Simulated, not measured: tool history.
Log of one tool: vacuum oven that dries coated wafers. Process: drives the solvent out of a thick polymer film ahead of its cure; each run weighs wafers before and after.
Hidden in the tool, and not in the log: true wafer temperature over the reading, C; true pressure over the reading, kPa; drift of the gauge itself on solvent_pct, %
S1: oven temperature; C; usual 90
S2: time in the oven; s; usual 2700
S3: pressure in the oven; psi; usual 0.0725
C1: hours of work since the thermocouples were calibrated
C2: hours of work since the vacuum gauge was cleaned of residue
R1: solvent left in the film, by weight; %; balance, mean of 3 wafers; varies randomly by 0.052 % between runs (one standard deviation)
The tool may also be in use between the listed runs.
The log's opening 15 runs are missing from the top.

| run | day | S1 | S2 | S3 | C1 | C2 | R1 |
|---|---|---|---|---|---|---|---|
| 16 | 16.812 | 90 | 2700 | 0.0725 | 834 | 413 | 1.4 |
| 17 | 17.717 | 90 | 2700 | 0.0725 | 849 | 428 | 1.41 |
| 18 | 18.775 | 90 | 2700 | 0.0725 | 866 | 445 | 1.41 |
| 19 | 20.15 | 97 | 3060 | 0.0603 | 889 | 468 | 0.7 |
| 20 | 21.142 | 97 | 3060 | 0.2529 | 905 | 484 | 2.66 |
| 21 | 21.979 | 97 | 3060 | 0.2529 | 919 | 498 | 2.61 |
| 22 | 22.704 | 97 | 4260 | 0.1157 | 931 | 510 | 1.23 |
| 23 | 23.575 | 76 | 4260 | 0.1121 | 946 | 525 | 3.6 |
| 24 | 24.925 | 76 | 4260 | 0.1121 | 968 | 547 | 3.64 |
| 25 | 25.871 | 76 | 4260 | 0.1121 | 984 | 563 | 3.65 |
| 26 | 27.171 | 76 | 4260 | 0.1121 | 1005 | 584 | 3.71 |
| 27 | 28.612 | 88 | 4260 | 0.0483 | 1029 | 608 | 0.89 |
| 28 | 29.746 | 88 | 4260 | 0.0483 | 1048 | 627 | 0.92 |
| 29 | 30.667 | 88 | 1620 | 0.1086 | 1063 | 642 | 3.22 |
| 30 | 31.412 | 77 | 1440 | 0.0725 | 1076 | 655 | 5.92 |
| 31 | 32.342 | 77 | 1440 | 0.0725 | 1091 | 670 | 5.96 |
| 32 | 33.45 | 87 | 2700 | 0.0725 | 1109 | 688 | 1.77 |

What does the tool deliver on the next run?
| 33 | 34.725 | 87 | 1440 | 0.0725 | 1131 | 710 | ? |

For run 33 the tool returned R1 3.29 %.
Minus the tool's unlogged condition, the same run would have read R1 3.29 %.

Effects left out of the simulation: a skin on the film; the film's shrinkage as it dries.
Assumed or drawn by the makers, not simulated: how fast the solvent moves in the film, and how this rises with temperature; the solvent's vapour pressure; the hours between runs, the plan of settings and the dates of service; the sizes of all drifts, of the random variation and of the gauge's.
